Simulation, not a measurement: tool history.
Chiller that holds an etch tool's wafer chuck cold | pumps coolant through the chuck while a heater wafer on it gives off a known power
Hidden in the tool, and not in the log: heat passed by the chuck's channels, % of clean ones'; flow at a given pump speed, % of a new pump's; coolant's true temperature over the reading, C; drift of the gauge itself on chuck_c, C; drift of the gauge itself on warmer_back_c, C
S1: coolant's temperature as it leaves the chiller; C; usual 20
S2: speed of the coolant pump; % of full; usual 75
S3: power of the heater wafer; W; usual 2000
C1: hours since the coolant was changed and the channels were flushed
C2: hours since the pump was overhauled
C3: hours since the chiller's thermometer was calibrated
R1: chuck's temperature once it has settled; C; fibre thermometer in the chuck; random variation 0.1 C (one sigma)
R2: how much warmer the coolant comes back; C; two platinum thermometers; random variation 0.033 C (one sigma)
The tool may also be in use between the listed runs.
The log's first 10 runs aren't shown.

{"run": 11, "day": 27.104, "S1": 20, "S2": 75, "S3": 1304, "C1": 234, "C2": 854, "C3": 3375, "R1": 31.9, "R2": 2.95}
{"run": 12, "day": 28.888, "S1": 20, "S2": 76, "S3": 1304, "C1": 277, "C2": 897, "C3": 3418, "R1": 31.6, "R2": 2.94}
{"run": 13, "day": 31.658, "S1": 20, "S2": 76, "S3": 1304, "C1": 344, "C2": 963, "C3": 3485, "R1": 31.5, "R2": 2.95}
{"run": 14, "day": 35.188, "S1": 20, "S2": 76, "S3": 1304, "C1": 428, "C2": 1048, "C3": 3569, "R1": 31.6, "R2": 2.9}
{"run": 15, "day": 37.079, "S1": 20, "S2": 88, "S3": 2000, "C1": 474, "C2": 1094, "C3": 3615, "R1": 36.2, "R2": 3.84}
{"run": 16, "day": 39.058, "S1": 20, "S2": 75, "S3": 2000, "C1": 521, "C2": 1141, "C3": 3662, "R1": 38, "R2": 4.58}
{"run": 17, "day": 42.846, "S1": 20, "S2": 75, "S3": 2000, "C1": 612, "C2": 1232, "C3": 3753, "R1": 38.2, "R2": 4.51}
{"run": 18, "day": 46.112, "S1": 11, "S2": 85, "S3": 2022, "C1": 691, "C2": 1310, "C3": 3832, "R1": 27.8, "R2": 4.04}
{"run": 19, "day": 49.067, "S1": 20, "S2": 89, "S3": 2843, "C1": 761, "C2": 1381, "C3": 3902, "R1": 42.8, "R2": 5.37}
{"run": 20, "day": 51.979, "S1": 21, "S2": 66, "S3": 1317, "C1": 831, "C2": 1451, "C3": 3972, "R1": 34.2, "R2": 3.37}
{"run": 21, "day": 55.875, "S1": 16, "S2": 65, "S3": 2950, "C1": 925, "C2": 1545, "C3": 4066, "R1": 45.5, "R2": 7.9}

The next listed run, before its measurement:
{"run": 22, "day": 58.65, "S1": 16, "S2": 65, "S3": 2950, "C1": 991, "C2": 1611, "C3": 4132, "R1": "?", "R2": "?"}

{"run 22": {"R1": 45.6, "R2": 7.94}}
Without the tool's hidden state the same run would have given R1 45.6 C, R2 8.07 C.
